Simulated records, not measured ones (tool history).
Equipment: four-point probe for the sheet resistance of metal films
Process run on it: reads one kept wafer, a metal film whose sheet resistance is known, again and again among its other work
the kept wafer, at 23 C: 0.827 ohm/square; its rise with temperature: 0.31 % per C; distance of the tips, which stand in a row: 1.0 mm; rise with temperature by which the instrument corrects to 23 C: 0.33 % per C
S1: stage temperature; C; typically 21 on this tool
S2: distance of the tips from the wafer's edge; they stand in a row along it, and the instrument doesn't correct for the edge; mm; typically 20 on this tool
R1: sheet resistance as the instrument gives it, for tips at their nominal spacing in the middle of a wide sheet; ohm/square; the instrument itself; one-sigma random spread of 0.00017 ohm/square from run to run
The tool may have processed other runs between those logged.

run 1 hour=0.0 | S1=21 S2=20 | R1=0.820083
run 2 hour=53.3 | S1=21 S2=20 | R1=0.819877
run 3 hour=93.5 | S1=21 S2=20 | R1=0.820297
run 4 hour=159.4 | S1=20 S2=20 | R1=0.820077
run 5 hour=231.0 | S1=20 S2=20 | R1=0.819518
run 6 hour=305.7 | S1=21 S2=20 | R1=0.819204
run 7 hour=380.2 | S1=21 S2=20 | R1=0.819203
run 8 hour=449.1 | S1=21 S2=20 | R1=0.819284
run 9 hour=529.3 | S1=21 S2=20 | R1=0.818717
run 10 hour=589.4 | S1=21 S2=20 | R1=0.818448
-- hour=662.7 stage's thermometer calibrated
run 11 hour=677.5 | S1=21 S2=20 | R1=0.818164
run 12 hour=751.5 | S1=21 S2=20 | R1=0.817986
run 13 hour=789.8 | S1=21 S2=20 | R1=0.817373
run 14 hour=874.0 | S1=21 S2=20 | R1=0.817518
run 15 hour=917.7 | S1=21 S2=20 | R1=0.816942
-- hour=975.1 stage's thermometer calibrated, once more
run 16 hour=984.3 | S1=21 S2=20 | R1=0.819340
run 17 hour=1026.1 | S1=21 S2=20 | R1=0.819221
run 18 hour=1101.1 | S1=21 S2=20 | R1=0.819033
run 19 hour=1158.8 | S1=21 S2=7 | R1=0.826779
run 20 hour=1246.1 | S1=21 S2=7 | R1=0.826493
run 21 hour=1313.0 | S1=29 S2=7 | R1=0.824692
run 22 hour=1354.9 | S1=29 S2=7 | R1=0.825043
run 23 hour=1422.9 | S1=33 S2=20 | R1=0.816035
run 24 hour=1505.7 | S1=21 S2=39 | R1=0.817193
run 25 hour=1553.0 | S1=21 S2=39 | R1=0.816872
run 26 hour=1609.5 | S1=19 S2=19 | R1=0.817777
run 27 hour=1646.5 | S1=19 S2=19 | R1=0.817943
run 28 hour=1696.2 | S1=19 S2=19 | R1=0.817935
run 29 hour=1779.8 | S1=27 S2=5 | R1=0.832407

For run 30, what comes out?
run 30 hour=1828.8 | S1=27 S2=5 | R1=?

Run 30 produced R1 0.831835 ohm/square.
Had the tool carried no hidden state, the very same run would have given R1 0.843480 ohm/square.
